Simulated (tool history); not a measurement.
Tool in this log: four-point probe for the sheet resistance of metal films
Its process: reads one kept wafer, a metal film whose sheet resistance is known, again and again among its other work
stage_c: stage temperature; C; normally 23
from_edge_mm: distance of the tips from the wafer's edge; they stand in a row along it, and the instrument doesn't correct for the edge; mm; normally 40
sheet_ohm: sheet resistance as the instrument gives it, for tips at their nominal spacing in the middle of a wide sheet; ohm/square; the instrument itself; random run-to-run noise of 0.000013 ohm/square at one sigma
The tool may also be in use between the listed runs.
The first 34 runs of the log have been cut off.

Run 35, hour 1363.9: usual settings but stage_c 25 C, from_edge_mm 70 mm. Result: sheet_ohm 0.063257 ohm/square.
Run 36, hour 1390.9: usual settings but stage_c 21 C, from_edge_mm 12 mm. Result: sheet_ohm 0.063661 ohm/square.
Run 37, hour 1442.5: usual settings but stage_c 34 C, from_edge_mm 21 mm. Result: sheet_ohm 0.063238 ohm/square.
Run 38, hour 1487.9: usual settings but stage_c 25 C, from_edge_mm 9 mm. Result: sheet_ohm 0.063902 ohm/square.
Run 39, hour 1533.9: usual settings but from_edge_mm 39 mm. Result: sheet_ohm 0.063308 ohm/square.
Run 40, hour 1571: usual settings but stage_c 25 C, from_edge_mm 5 mm. Result: sheet_ohm 0.06535 ohm/square.
Run 41, hour 1612.6: usual settings but stage_c 21 C, from_edge_mm 27 mm. Result: sheet_ohm 0.063366 ohm/square.
Run 42, hour 1652.9: usual settings but from_edge_mm 12 mm. Result: sheet_ohm 0.063618 ohm/square.
Run 43, hour 1707.8: usual settings but from_edge_mm 12 mm. Result: sheet_ohm 0.063655 ohm/square.
Run 44, hour 1756.4: usual settings but from_edge_mm 12 mm. Result: sheet_ohm 0.063621 ohm/square.

Below are 5 alternative next runs, each starting from the tool's condition after run 44. Predict each:
Run A, hour 1812.5: usual settings but stage_c 25 C, from_edge_mm 8 mm. Result: sheet_ohm ?.
Run B, hour 1812.5: usual settings but stage_c 27 C, from_edge_mm 6 mm. Result: sheet_ohm ?.
Run C, hour 1812.5: usual settings but from_edge_mm 31 mm. Result: sheet_ohm ?.
Run D, hour 1812.5: usual settings but from_edge_mm 11 mm. Result: sheet_ohm ?.
Run E, hour 1812.5: usual settings but stage_c 29 C, from_edge_mm 4 mm. Result: sheet_ohm ?.

run  sheet_ohm
  A   0.064068
  B   0.064689
  C   0.063274
  D     0.0637
  E   0.066417
What these runs would have given with no unlogged condition in the tool:
run  sheet_ohm
  A   0.064422
  B   0.065047
  C   0.063623
  D   0.064052
  E   0.066783
